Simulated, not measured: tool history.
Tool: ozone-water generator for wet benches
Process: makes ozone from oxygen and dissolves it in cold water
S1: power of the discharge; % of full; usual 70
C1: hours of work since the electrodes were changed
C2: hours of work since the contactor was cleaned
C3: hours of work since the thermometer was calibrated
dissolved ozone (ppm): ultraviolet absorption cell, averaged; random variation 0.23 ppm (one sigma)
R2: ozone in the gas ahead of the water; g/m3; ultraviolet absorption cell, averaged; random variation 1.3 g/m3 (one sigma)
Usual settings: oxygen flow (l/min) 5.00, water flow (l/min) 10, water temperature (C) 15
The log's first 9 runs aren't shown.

{"run": 10, "day": 9.408, "S1": 70, "oxygen flow (l/min)": 5.0, "water flow (l/min)": 10, "water temperature (C)": 15, "C1": 802, "C2": 6549, "C3": 604, "dissolved ozone (ppm)": 32.1, "R2": 235.7}
{"day": 9.538, "done": "water thermometer calibrated"}
{"run": 11, "day": 10.383, "S1": 70, "oxygen flow (l/min)": 5.0, "water flow (l/min)": 10, "water temperature (C)": 15, "C1": 817, "C2": 6563, "C3": 13, "dissolved ozone (ppm)": 31.6, "R2": 235.3}
{"run": 12, "day": 11.679, "S1": 70, "oxygen flow (l/min)": 5.0, "water flow (l/min)": 10, "water temperature (C)": 15, "C1": 836, "C2": 6583, "C3": 32, "dissolved ozone (ppm)": 32.1, "R2": 235.4}
{"run": 13, "day": 12.296, "S1": 70, "oxygen flow (l/min)": 3.47, "water flow (l/min)": 10, "water temperature (C)": 15, "C1": 846, "C2": 6592, "C3": 42, "dissolved ozone (ppm)": 30.9, "R2": 270.2}
{"run": 14, "day": 13.446, "S1": 70, "oxygen flow (l/min)": 5.0, "water flow (l/min)": 10, "water temperature (C)": 8, "C1": 863, "C2": 6609, "C3": 59, "dissolved ozone (ppm)": 36.5, "R2": 235.6}
{"run": 15, "day": 14.262, "S1": 70, "oxygen flow (l/min)": 5.0, "water flow (l/min)": 10, "water temperature (C)": 8, "C1": 875, "C2": 6622, "C3": 71, "dissolved ozone (ppm)": 36.8, "R2": 234.3}
{"run": 16, "day": 15.204, "S1": 70, "oxygen flow (l/min)": 5.0, "water flow (l/min)": 10, "water temperature (C)": 15, "C1": 890, "C2": 6636, "C3": 85, "dissolved ozone (ppm)": 32.0, "R2": 235.2}
{"day": 15.433, "done": "water thermometer calibrated, once more"}
{"run": 17, "day": 16.062, "S1": 70, "oxygen flow (l/min)": 5.0, "water flow (l/min)": 10, "water temperature (C)": 15, "C1": 902, "C2": 6648, "C3": 9, "dissolved ozone (ppm)": 32.4, "R2": 234.1}
{"run": 18, "day": 16.662, "S1": 70, "oxygen flow (l/min)": 7.46, "water flow (l/min)": 10, "water temperature (C)": 15, "C1": 911, "C2": 6657, "C3": 19, "dissolved ozone (ppm)": 32.1, "R2": 204.6}
{"run": 19, "day": 17.908, "S1": 70, "oxygen flow (l/min)": 7.46, "water flow (l/min)": 10, "water temperature (C)": 15, "C1": 930, "C2": 6676, "C3": 37, "dissolved ozone (ppm)": 32.1, "R2": 204.0}
{"run": 20, "day": 19.146, "S1": 61, "oxygen flow (l/min)": 3.09, "water flow (l/min)": 9, "water temperature (C)": 12, "C1": 949, "C2": 6695, "C3": 56, "dissolved ozone (ppm)": 30.8, "R2": 253.4}
{"run": 21, "day": 20.204, "S1": 60, "oxygen flow (l/min)": 5.0, "water flow (l/min)": 12, "water temperature (C)": 15, "C1": 965, "C2": 6711, "C3": 72, "dissolved ozone (ppm)": 25.2, "R2": 207.4}
{"run": 22, "day": 21.304, "S1": 60, "oxygen flow (l/min)": 5.1, "water flow (l/min)": 8, "water temperature (C)": 15, "C1": 981, "C2": 6727, "C3": 89, "dissolved ozone (ppm)": 32.6, "R2": 206.8}
{"run": 23, "day": 22.404, "S1": 60, "oxygen flow (l/min)": 5.1, "water flow (l/min)": 8, "water temperature (C)": 15, "C1": 998, "C2": 6744, "C3": 105, "dissolved ozone (ppm)": 32.5, "R2": 205.3}
{"run": 24, "day": 23.638, "S1": 60, "oxygen flow (l/min)": 5.1, "water flow (l/min)": 8, "water temperature (C)": 15, "C1": 1016, "C2": 6763, "C3": 124, "dissolved ozone (ppm)": 32.6, "R2": 206.1}
{"run": 25, "day": 24.462, "S1": 43, "oxygen flow (l/min)": 3.15, "water flow (l/min)": 9, "water temperature (C)": 7, "C1": 1029, "C2": 6775, "C3": 136, "dissolved ozone (ppm)": 25.4, "R2": 188.5}
{"run": 26, "day": 25.421, "S1": 43, "oxygen flow (l/min)": 3.15, "water flow (l/min)": 9, "water temperature (C)": 7, "C1": 1043, "C2": 6790, "C3": 151, "dissolved ozone (ppm)": 25.0, "R2": 189.5}
{"run": 27, "day": 26.529, "S1": 64, "oxygen flow (l/min)": 5.0, "water flow (l/min)": 10, "water temperature (C)": 15, "C1": 1060, "C2": 6806, "C3": 167, "dissolved ozone (ppm)": 29.6, "R2": 219.6}
{"run": 28, "day": 27.929, "S1": 64, "oxygen flow (l/min)": 5.0, "water flow (l/min)": 10, "water temperature (C)": 15, "C1": 1081, "C2": 6827, "C3": 189, "dissolved ozone (ppm)": 29.9, "R2": 218.7}
{"run": 29, "day": 29.112, "S1": 80, "oxygen flow (l/min)": 3.21, "water flow (l/min)": 15, "water temperature (C)": 10, "C1": 1099, "C2": 6845, "C3": 206, "dissolved ozone (ppm)": 26.0, "R2": 304.1}
{"run": 30, "day": 30.371, "S1": 70, "oxygen flow (l/min)": 5.0, "water flow (l/min)": 10, "water temperature (C)": 13, "C1": 1118, "C2": 6864, "C3": 225, "dissolved ozone (ppm)": 33.4, "R2": 234.2}
{"run": 31, "day": 31.779, "S1": 70, "oxygen flow (l/min)": 4.17, "water flow (l/min)": 16, "water temperature (C)": 17, "C1": 1139, "C2": 6885, "C3": 247, "dissolved ozone (ppm)": 21.5, "R2": 251.1}
{"run": 32, "day": 32.583, "S1": 70, "oxygen flow (l/min)": 8.87, "water flow (l/min)": 13, "water temperature (C)": 16, "C1": 1151, "C2": 6898, "C3": 259, "dissolved ozone (ppm)": 26.9, "R2": 190.8}

4 ways to go on from here, each from the tool as it stands after run 32. What would each give?
{"run": "A", "day": 33.567, "S1": 70, "oxygen flow (l/min)": 4.06, "water flow (l/min)": 8, "water temperature (C)": 11, "C1": 1166, "C2": 6912, "C3": 274, "dissolved ozone (ppm)": "?", "R2": "?"}
{"run": "B", "day": 33.567, "S1": 46, "oxygen flow (l/min)": 8.87, "water flow (l/min)": 14, "water temperature (C)": 10, "C1": 1166, "C2": 6912, "C3": 274, "dissolved ozone (ppm)": "?", "R2": "?"}
{"run": "C", "day": 33.567, "S1": 64, "oxygen flow (l/min)": 5.0, "water flow (l/min)": 9, "water temperature (C)": 14, "C1": 1166, "C2": 6912, "C3": 274, "dissolved ozone (ppm)": "?", "R2": "?"}
{"run": "D", "day": 33.567, "S1": 51, "oxygen flow (l/min)": 4.32, "water flow (l/min)": 10, "water temperature (C)": 11, "C1": 1166, "C2": 6912, "C3": 274, "dissolved ozone (ppm)": "?", "R2": "?"}

run=A dissolved_ozone_(ppm)=38.9 R2=254.2
run=B dissolved_ozone_(ppm)=20.8 R2=136.0
run=C dissolved_ozone_(ppm)=31.8 R2=219.3
run=D dissolved_ozone_(ppm)=26.6 R2=191.3
Without the tool's hidden state the same runs would have given:
run=A dissolved_ozone_(ppm)=42.5 R2=264.6
run=B dissolved_ozone_(ppm)=22.5 R2=139.7
run=C dissolved_ozone_(ppm)=34.7 R2=227.6
run=D dissolved_ozone_(ppm)=28.8 R2=197.1
